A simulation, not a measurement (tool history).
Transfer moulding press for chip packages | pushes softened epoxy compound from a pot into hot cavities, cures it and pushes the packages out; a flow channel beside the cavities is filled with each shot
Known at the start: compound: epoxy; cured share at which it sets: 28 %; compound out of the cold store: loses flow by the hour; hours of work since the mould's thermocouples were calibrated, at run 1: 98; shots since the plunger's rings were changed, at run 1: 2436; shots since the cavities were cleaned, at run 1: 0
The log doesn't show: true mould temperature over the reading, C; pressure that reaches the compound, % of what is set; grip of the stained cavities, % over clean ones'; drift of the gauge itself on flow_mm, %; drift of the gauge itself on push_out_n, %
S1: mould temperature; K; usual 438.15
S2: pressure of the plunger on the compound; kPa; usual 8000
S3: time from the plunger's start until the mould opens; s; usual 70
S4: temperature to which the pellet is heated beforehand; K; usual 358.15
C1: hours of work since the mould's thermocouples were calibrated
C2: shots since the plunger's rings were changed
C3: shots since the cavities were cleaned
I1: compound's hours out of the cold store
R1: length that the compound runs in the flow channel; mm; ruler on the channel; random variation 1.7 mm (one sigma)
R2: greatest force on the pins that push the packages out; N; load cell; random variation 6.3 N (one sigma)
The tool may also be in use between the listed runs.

run   hour      S1    S2   S3      S4   C1    C2    C3    I1   R1   R2
  1      0  438.15  8000   70  358.15   98  2436     0  47.7  547  232
  2   11.9  438.15  8000   70  358.15  104  2573   137    19  599  253
  3   21.1  438.15  8970   70  358.15  108  2679   243  10.8  648  245
      28.6  -- plunger's sealing rings changed
  4   35.9  438.15  8970   70  358.15  114    85   385  25.2  622  253
  5   53.1  438.15  8000   70  358.15  122   282   582  38.1  564  243
  6   62.4  438.15  8000   70  358.15  126   389   689    28  586  243
  7     78  438.15  8000   70  358.15  133   569   869  34.2  571  239
  8   85.8  438.15  8000   70  358.15  137   658   958  32.7  575  227
  9   94.7  438.15  8000   70  358.15  141   761  1061  24.7  588  243
      99.4  -- cavities cleaned with cleaning compound and waxed
 10  112.6  438.15  8000   70  358.15  149   950   152    46  550  257
 11  126.3  438.15  8000   70  358.15  155  1108   310  15.5  603  252
 12  139.8  438.15  8000   70  358.15  162  1263   465  45.6  554  249
 13  153.5  438.15  8000   70  358.15  168  1420   622  44.6  554  241
 14  166.9  438.15  8000   70  358.15  174  1575   777  29.6  580  246
 15  174.8  438.15  8000   70  358.15  178  1666   868  29.5  579  243
 16  183.2  443.15  8600   70  358.15  182  1763   965  45.7  559  205
 17  191.3  443.15  7650   70  358.15  185  1856  1058  26.1  560  197
     195.9  -- cavities cleaned with cleaning compound and waxed
 18  201.2  438.15  6750   70  358.15  189  1952    60  30.1  532  241
 19  209.5  440.15  8000   76  366.15  193  2048   156  21.4  588  202
 20    226  432.15  8000   70  358.15  201  2238   346  18.7  624  390
 21  236.8  431.15  8000   92  358.15  206  2362   470  30.4  599  236
 22  244.2  438.15  8000   70  350.15  209  2447   555  41.5  559  240
 23  251.6  431.15  6020   80  350.15  213  2533   641    42  501  309
 24  260.1  444.15  6020   91  350.15  217  2630   738    16  513  182
     271.3  -- plunger's sealing rings changed
 25  271.3  442.15  6820   84  350.15  221     0   839    22  540  188
 26  281.2  446.15  6490   84  350.15  225   113   952  27.4  507  183
 27  288.7  446.15  6490   84  350.15  229   199  1038  20.5  519  180
     295.1  -- cavities cleaned with cleaning compound and waxed
 28  306.5  437.15  6490  109  350.15  236   387   131  20.3  543  176

4 ways to go on from here, each from the tool as it stands after run 28. What would each give?
  A  317.8  441.15  6490   73  350.15  242  518  262  14.9   ?   ?
  B  317.8  438.15  9900   70  354.15  242  518  262  37.3   ?   ?
  C  317.8  443.15  9010  109  359.15  242  518  262  47.7   ?   ?
  D  317.8  435.15  8000   70  358.15  242  518  262  27.4   ?   ?

run   R1   R2
  A  542  215
  B  628  239
  C  566  180
  D  591  302
Without the tool's hidden state the same runs would have given:
run   R1   R2
  A  542  213
  B  628  236
  C  566  178
  D  591  299
